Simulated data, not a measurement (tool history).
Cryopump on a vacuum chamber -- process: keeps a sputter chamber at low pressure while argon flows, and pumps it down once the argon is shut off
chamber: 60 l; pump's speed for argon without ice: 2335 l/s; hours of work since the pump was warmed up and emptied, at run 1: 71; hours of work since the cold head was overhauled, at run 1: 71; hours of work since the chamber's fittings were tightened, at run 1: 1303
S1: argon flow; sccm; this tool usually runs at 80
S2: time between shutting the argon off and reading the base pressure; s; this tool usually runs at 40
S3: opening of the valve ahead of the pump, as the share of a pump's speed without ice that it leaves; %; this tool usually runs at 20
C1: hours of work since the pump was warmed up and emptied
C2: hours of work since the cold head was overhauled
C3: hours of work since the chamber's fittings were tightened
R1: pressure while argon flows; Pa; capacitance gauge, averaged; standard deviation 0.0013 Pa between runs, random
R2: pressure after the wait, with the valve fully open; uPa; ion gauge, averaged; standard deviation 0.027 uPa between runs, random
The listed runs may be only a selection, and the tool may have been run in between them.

run 1 hour=0.0 | S1=80 S2=40 S3=20 | C1=71 C2=71 C3=1303 | R1=0.2913 R2=2.00
run 2 hour=13.0 | S1=80 S2=40 S3=20 | C1=78 C2=78 C3=1310 | R1=0.2909 R2=2.02
run 3 hour=24.8 | S1=46 S2=40 S3=20 | C1=83 C2=83 C3=1315 | R1=0.1686 R2=2.02
run 4 hour=35.6 | S1=80 S2=187 S3=20 | C1=89 C2=89 C3=1321 | R1=0.2917 R2=1.13
run 5 hour=42.9 | S1=80 S2=187 S3=20 | C1=93 C2=93 C3=1325 | R1=0.2902 R2=1.13
run 6 hour=58.7 | S1=80 S2=187 S3=20 | C1=101 C2=101 C3=1333 | R1=0.2921 R2=1.14
run 7 hour=70.6 | S1=80 S2=187 S3=20 | C1=107 C2=107 C3=1339 | R1=0.2888 R2=1.13
run 8 hour=79.4 | S1=80 S2=187 S3=59 | C1=111 C2=111 C3=1343 | R1=0.0992 R2=1.15
run 9 hour=89.4 | S1=80 S2=187 S3=59 | C1=116 C2=116 C3=1348 | R1=0.0993 R2=1.22
run 10 hour=99.1 | S1=38 S2=40 S3=20 | C1=121 C2=121 C3=1353 | R1=0.1381 R2=2.05
run 11 hour=106.1 | S1=38 S2=40 S3=20 | C1=125 C2=125 C3=1357 | R1=0.1381 R2=1.99
run 12 hour=122.4 | S1=38 S2=40 S3=20 | C1=133 C2=133 C3=1365 | R1=0.1386 R2=2.09
run 13 hour=133.7 | S1=38 S2=40 S3=20 | C1=138 C2=138 C3=1370 | R1=0.1381 R2=2.07
run 14 hour=140.7 | S1=80 S2=40 S3=20 | C1=142 C2=142 C3=1374 | R1=0.2915 R2=2.07
run 15 hour=147.9 | S1=80 S2=40 S3=20 | C1=146 C2=146 C3=1378 | R1=0.2923 R2=2.08
run 16 hour=156.8 | S1=80 S2=40 S3=20 | C1=150 C2=150 C3=1382 | R1=0.2912 R2=2.04
run 17 hour=171.0 | S1=80 S2=40 S3=20 | C1=157 C2=157 C3=1389 | R1=0.2920 R2=2.07
run 18 hour=185.2 | S1=127 S2=40 S3=20 | C1=164 C2=164 C3=1396 | R1=0.4626 R2=2.00
run 19 hour=199.4 | S1=127 S2=40 S3=20 | C1=172 C2=172 C3=1404 | R1=0.4628 R2=2.07
run 20 hour=214.3 | S1=70 S2=121 S3=18 | C1=179 C2=179 C3=1411 | R1=0.2844 R2=1.33
run 21 hour=224.4 | S1=80 S2=40 S3=28 | C1=184 C2=184 C3=1416 | R1=0.2094 R2=2.05
run 22 hour=235.1 | S1=80 S2=40 S3=28 | C1=190 C2=190 C3=1422 | R1=0.2099 R2=2.09
run 23 hour=244.6 | S1=80 S2=26 S3=20 | C1=194 C2=194 C3=1426 | R1=0.2905 R2=2.77
run 24 hour=257.3 | S1=80 S2=121 S3=57 | C1=201 C2=201 C3=1433 | R1=0.1043 R2=1.36
run 25 hour=267.5 | S1=45 S2=193 S3=29 | C1=206 C2=206 C3=1438 | R1=0.1135 R2=1.21
run 26 hour=278.8 | S1=32 S2=193 S3=43 | C1=212 C2=212 C3=1444 | R1=0.0550 R2=1.25
run 27 hour=287.3 | S1=59 S2=193 S3=51 | C1=216 C2=216 C3=1448 | R1=0.0850 R2=1.21

The next listed run, before its measurement:
run 28 hour=301.0 | S1=59 S2=80 S3=28 | C1=223 C2=223 C3=1455 | R1=? R2=?

{"run 28": {"R1": 0.1553, "R2": 1.58}}
Take away the tool's hidden state, keep the run-to-run variation as it was, and the same run would have given R1 0.1532 Pa, R2 0.69 uPa.
